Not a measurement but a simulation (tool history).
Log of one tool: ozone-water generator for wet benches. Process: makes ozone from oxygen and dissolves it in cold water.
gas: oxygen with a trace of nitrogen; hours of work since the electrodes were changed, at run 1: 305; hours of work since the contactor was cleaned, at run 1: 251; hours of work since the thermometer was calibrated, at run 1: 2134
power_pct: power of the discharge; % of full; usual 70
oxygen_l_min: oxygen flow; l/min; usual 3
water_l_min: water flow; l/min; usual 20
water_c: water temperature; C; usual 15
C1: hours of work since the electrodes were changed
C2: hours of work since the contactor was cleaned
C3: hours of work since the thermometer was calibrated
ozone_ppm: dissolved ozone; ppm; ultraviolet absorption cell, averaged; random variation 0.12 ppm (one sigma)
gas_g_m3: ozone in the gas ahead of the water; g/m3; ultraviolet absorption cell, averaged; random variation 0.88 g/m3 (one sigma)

run 1 hour=0 | power_pct=70 oxygen_l_min=3 water_l_min=20 water_c=15 | C1=305 C2=251 C3=2134 | ozone_ppm=11.9 gas_g_m3=143.2
run 2 hour=15.2 | power_pct=70 oxygen_l_min=3 water_l_min=20 water_c=15 | C1=316 C2=262 C3=2145 | ozone_ppm=11.8 gas_g_m3=145.3
run 3 hour=29.1 | power_pct=70 oxygen_l_min=3 water_l_min=20 water_c=15 | C1=326 C2=272 C3=2155 | ozone_ppm=11.9 gas_g_m3=145.7
run 4 hour=50 | power_pct=70 oxygen_l_min=3 water_l_min=20 water_c=15 | C1=341 C2=287 C3=2170 | ozone_ppm=12.2 gas_g_m3=145.3
run 5 hour=66 | power_pct=70 oxygen_l_min=3 water_l_min=20 water_c=15 | C1=353 C2=299 C3=2182 | ozone_ppm=12.1 gas_g_m3=144.2
run 6 hour=90.6 | power_pct=70 oxygen_l_min=3 water_l_min=20 water_c=15 | C1=371 C2=317 C3=2200 | ozone_ppm=12.1 gas_g_m3=144.8
run 7 hour=106.1 | power_pct=70 oxygen_l_min=3 water_l_min=20 water_c=15 | C1=382 C2=328 C3=2211 | ozone_ppm=12.2 gas_g_m3=145.4
run 8 hour=134.3 | power_pct=85 oxygen_l_min=3 water_l_min=20 water_c=15 | C1=402 C2=348 C3=2231 | ozone_ppm=13.6 gas_g_m3=163.5
run 9 hour=165.1 | power_pct=70 oxygen_l_min=3 water_l_min=20 water_c=15 | C1=425 C2=371 C3=2254 | ozone_ppm=11.8 gas_g_m3=141.8
run 10 hour=189.9 | power_pct=70 oxygen_l_min=3 water_l_min=20 water_c=15 | C1=443 C2=389 C3=2272 | ozone_ppm=12.2 gas_g_m3=144.8
run 11 hour=215.6 | power_pct=70 oxygen_l_min=3 water_l_min=20 water_c=15 | C1=461 C2=407 C3=2290 | ozone_ppm=12 gas_g_m3=145
run 12 hour=236.3 | power_pct=70 oxygen_l_min=3 water_l_min=20 water_c=15 | C1=476 C2=422 C3=2305 | ozone_ppm=11.8 gas_g_m3=145.5
run 13 hour=257.8 | power_pct=70 oxygen_l_min=3 water_l_min=20 water_c=9 | C1=492 C2=438 C3=2321 | ozone_ppm=12.9 gas_g_m3=143.6
run 14 hour=275.8 | power_pct=70 oxygen_l_min=3 water_l_min=20 water_c=15 | C1=505 C2=451 C3=2334 | ozone_ppm=11.8 gas_g_m3=145.2
run 15 hour=288.7 | power_pct=70 oxygen_l_min=3 water_l_min=15 water_c=15 | C1=514 C2=461 C3=2343 | ozone_ppm=15.8 gas_g_m3=143.4
run 16 hour=307 | power_pct=70 oxygen_l_min=3 water_l_min=21 water_c=15 | C1=528 C2=474 C3=2357 | ozone_ppm=11.4 gas_g_m3=143.8
run 17 hour=332.7 | power_pct=70 oxygen_l_min=3.22 water_l_min=21 water_c=15 | C1=546 C2=492 C3=2375 | ozone_ppm=11.4 gas_g_m3=138.5
run 18 hour=346.2 | power_pct=70 oxygen_l_min=2.05 water_l_min=16 water_c=14 | C1=556 C2=502 C3=2385 | ozone_ppm=14 gas_g_m3=173.4
run 19 hour=376.9 | power_pct=48 oxygen_l_min=2.05 water_l_min=20 water_c=14 | C1=578 C2=524 C3=2407 | ozone_ppm=8.8 gas_g_m3=139.5
run 20 hour=392.1 | power_pct=70 oxygen_l_min=3 water_l_min=24 water_c=15 | C1=589 C2=535 C3=2418 | ozone_ppm=9.8 gas_g_m3=144.1
-- hour=399 contactor cleaned
run 21 hour=423.4 | power_pct=70 oxygen_l_min=3 water_l_min=24 water_c=15 | C1=609 C2=18 C3=2438 | ozone_ppm=9.8 gas_g_m3=144.1
run 22 hour=441.3 | power_pct=77 oxygen_l_min=3 water_l_min=24 water_c=15 | C1=622 C2=31 C3=2451 | ozone_ppm=10.4 gas_g_m3=151.8
run 23 hour=455.7 | power_pct=90 oxygen_l_min=2.33 water_l_min=20 water_c=15 | C1=633 C2=41 C3=2462 | ozone_ppm=13.1 gas_g_m3=190
run 24 hour=471.4 | power_pct=51 oxygen_l_min=4.45 water_l_min=20 water_c=11 | C1=644 C2=52 C3=2473 | ozone_ppm=10.8 gas_g_m3=95
run 25 hour=486.9 | power_pct=51 oxygen_l_min=4.45 water_l_min=20 water_c=11 | C1=655 C2=64 C3=2484 | ozone_ppm=10.6 gas_g_m3=96.5
run 26 hour=511.7 | power_pct=79 oxygen_l_min=2.3 water_l_min=20 water_c=15 | C1=673 C2=82 C3=2502 | ozone_ppm=12.1 gas_g_m3=175.8
run 27 hour=526.9 | power_pct=79 oxygen_l_min=2.3 water_l_min=20 water_c=15 | C1=684 C2=93 C3=2513 | ozone_ppm=12 gas_g_m3=177.3
run 28 hour=557.8 | power_pct=79 oxygen_l_min=2.23 water_l_min=20 water_c=15 | C1=707 C2=115 C3=2536 | ozone_ppm=12 gas_g_m3=180.3
run 29 hour=579.3 | power_pct=79 oxygen_l_min=2.23 water_l_min=20 water_c=15 | C1=722 C2=131 C3=2551 | ozone_ppm=11.9 gas_g_m3=180.7
-- hour=587.4 contactor cleaned, once more
run 30 hour=609.2 | power_pct=79 oxygen_l_min=2.23 water_l_min=20 water_c=15 | C1=741 C2=16 C3=2570 | ozone_ppm=12.1 gas_g_m3=178.1
run 31 hour=638.6 | power_pct=79 oxygen_l_min=2.23 water_l_min=20 water_c=15 | C1=762 C2=37 C3=2591 | ozone_ppm=12.1 gas_g_m3=181.2
run 32 hour=657.4 | power_pct=97 oxygen_l_min=2.63 water_l_min=32 water_c=12 | C1=776 C2=51 C3=2605 | ozone_ppm=8.7 gas_g_m3=187.9

Forecast each of these 4 alternatives for the next run:
run A hour=679 | power_pct=74 oxygen_l_min=2.81 water_l_min=32 water_c=18 | C1=792 C2=66 C3=2621 | ozone_ppm=? gas_g_m3=?
run B hour=679 | power_pct=70 oxygen_l_min=3.91 water_l_min=20 water_c=19 | C1=792 C2=66 C3=2621 | ozone_ppm=? gas_g_m3=?
run C hour=679 | power_pct=47 oxygen_l_min=3 water_l_min=21 water_c=15 | C1=792 C2=66 C3=2621 | ozone_ppm=? gas_g_m3=?
run D hour=679 | power_pct=74 oxygen_l_min=3 water_l_min=23 water_c=11 | C1=792 C2=66 C3=2621 | ozone_ppm=? gas_g_m3=?

run=A ozone_ppm=7.1 gas_g_m3=153.5
run=B ozone_ppm=12 gas_g_m3=125.2
run=C ozone_ppm=9 gas_g_m3=112.2
run=D ozone_ppm=11.2 gas_g_m3=147.9
Without the tool's hidden state the same runs would have given:
run=A ozone_ppm=7.2 gas_g_m3=155.7
run=B ozone_ppm=12.2 gas_g_m3=127
run=C ozone_ppm=9.1 gas_g_m3=113.5
run=D ozone_ppm=11.4 gas_g_m3=150.1

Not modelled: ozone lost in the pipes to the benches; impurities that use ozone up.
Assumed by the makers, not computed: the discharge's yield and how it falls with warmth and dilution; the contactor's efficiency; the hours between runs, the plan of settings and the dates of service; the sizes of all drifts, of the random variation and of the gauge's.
